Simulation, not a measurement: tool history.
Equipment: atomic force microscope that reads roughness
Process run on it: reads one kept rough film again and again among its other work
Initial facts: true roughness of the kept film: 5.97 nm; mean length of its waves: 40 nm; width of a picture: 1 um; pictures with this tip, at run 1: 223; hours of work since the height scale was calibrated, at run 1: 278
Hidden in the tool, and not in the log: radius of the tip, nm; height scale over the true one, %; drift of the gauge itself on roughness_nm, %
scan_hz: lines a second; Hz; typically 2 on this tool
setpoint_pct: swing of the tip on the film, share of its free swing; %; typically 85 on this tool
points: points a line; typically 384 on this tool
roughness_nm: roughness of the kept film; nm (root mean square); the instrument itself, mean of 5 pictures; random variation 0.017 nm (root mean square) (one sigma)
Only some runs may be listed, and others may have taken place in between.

| run | hour | scan_hz | setpoint_pct | points | pictures with this tip | hours of work since the height scale was calibrated | roughness_nm |
|---|---|---|---|---|---|---|---|
| 1 | 0 | 2 | 85 | 384 | 223 | 278 | 3.154 |
| 2 | 7.5 | 2 | 75 | 384 | 232 | 282 | 3.439 |
| 3 | 15 | 2 | 75 | 384 | 241 | 285 | 3.397 |
| 4 | 30 | 2 | 65 | 384 | 260 | 292 | 3.607 |
| 5 | 43.8 | 2 | 65 | 384 | 277 | 298 | 3.535 |
| 6 | 51.9 | 2 | 85 | 384 | 287 | 301 | 2.995 |
| 7 | 65.8 | 2 | 85 | 384 | 305 | 308 | 2.95 |
| 8 | 72.2 | 2 | 85 | 384 | 313 | 310 | 2.91 |
| 9 | 84 | 2 | 85 | 959 | 327 | 316 | 2.916 |
| 10 | 94.6 | 2 | 85 | 959 | 341 | 320 | 2.894 |
| 11 | 106.6 | 2 | 85 | 959 | 356 | 326 | 2.845 |
| 12 | 119.4 | 2 | 85 | 959 | 372 | 331 | 2.803 |
|  | 121.7 | height scale calibrated on a step standard |
|  | 127.4 | new tip fitted |
| 13 | 130 | 2 | 85 | 770 | 3 | 3 | 3.968 |
| 14 | 144.8 | 2 | 56 | 384 | 21 | 10 | 4.742 |
| 15 | 153 | 2 | 56 | 384 | 32 | 14 | 4.669 |
| 16 | 161.5 | 0.54 | 85 | 730 | 42 | 17 | 4.545 |
| 17 | 167.9 | 0.54 | 85 | 730 | 50 | 20 | 4.532 |
| 18 | 174.2 | 0.91 | 69 | 894 | 58 | 23 | 4.565 |
| 19 | 181.4 | 2 | 85 | 641 | 67 | 26 | 3.675 |
| 20 | 196.1 | 2 | 83 | 384 | 85 | 33 | 3.723 |
|  | 198.8 | height scale calibrated on a step standard, once more |
| 21 | 208.4 | 0.56 | 88 | 384 | 100 | 4 | 4.273 |

Per-run results on a tool with no hidden state, each run keeping its own random variation:
| run | roughness_nm |
|---|---|
| 1 | 3.999 |
| 2 | 4.4 |
| 3 | 4.38 |
| 4 | 4.731 |
| 5 | 4.707 |
| 6 | 4.019 |
| 7 | 4.018 |
| 8 | 3.989 |
| 9 | 4.046 |
| 10 | 4.058 |
| 11 | 4.036 |
| 12 | 4.028 |
| 13 | 4.017 |
| 14 | 4.894 |
| 15 | 4.872 |
| 16 | 4.801 |
| 17 | 4.833 |
| 18 | 4.912 |
| 19 | 3.992 |
| 20 | 4.12 |
| 21 | 4.756 |

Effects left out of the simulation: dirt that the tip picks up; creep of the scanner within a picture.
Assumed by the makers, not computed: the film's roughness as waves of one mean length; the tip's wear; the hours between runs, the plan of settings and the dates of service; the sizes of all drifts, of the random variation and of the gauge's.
